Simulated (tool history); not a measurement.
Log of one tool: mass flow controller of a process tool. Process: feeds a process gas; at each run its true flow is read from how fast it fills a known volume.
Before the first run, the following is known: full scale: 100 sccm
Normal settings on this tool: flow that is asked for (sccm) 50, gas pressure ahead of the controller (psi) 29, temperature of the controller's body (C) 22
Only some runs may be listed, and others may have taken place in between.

run	hour	flow that is asked for (sccm)	gas pressure ahead of the controller (psi)	temperature of the controller's body (C)	true flow (%)
1	0	50	29	22	98.82
2	81.5	33	29	22	98.46
3	166.6	18	29	22	98.13
4	208.5	18	29	22	98.19
5	254.6	18	40.2	22	97.95
6	321.6	50	29	22	99.11
7	401.4	70	29	22	99.77
8	492.6	50	29	22	99.26
9	584	50	29	22	99.26
10	634.1	50	29	22	99.3
11	722.1	50	29	23	99.2
12	808.9	57	29	23	99.62
13	896	23	30.5	34	98
14	960.5	23	30.5	34	98.04
15	1010.5	23	30.5	34	98.14
16	1085.9	46	37.7	22	99.37
17	1146.1	41	29	38	98.29
18	1194.5	41	29	38	98.4
19	1240.9	41	29	38	98.36
20	1307.6	13	29	36	97.93
21	1380.8	62	30.3	35	99.3

Alternative continuations, all from the tool just after run 21; predict every row:
A	1433.5	48	28.6	26	?
B	1433.5	50	29	20	?
C	1433.5	18	24.2	20	?
D	1433.5	36	30.7	35	?

run	true flow (%)
A	99.6
B	100.01
C	99.32
D	98.63
Had the tool no hidden state, the same runs would have come out as:
run	true flow (%)
A	98.54
B	98.95
C	98.26
D	97.58
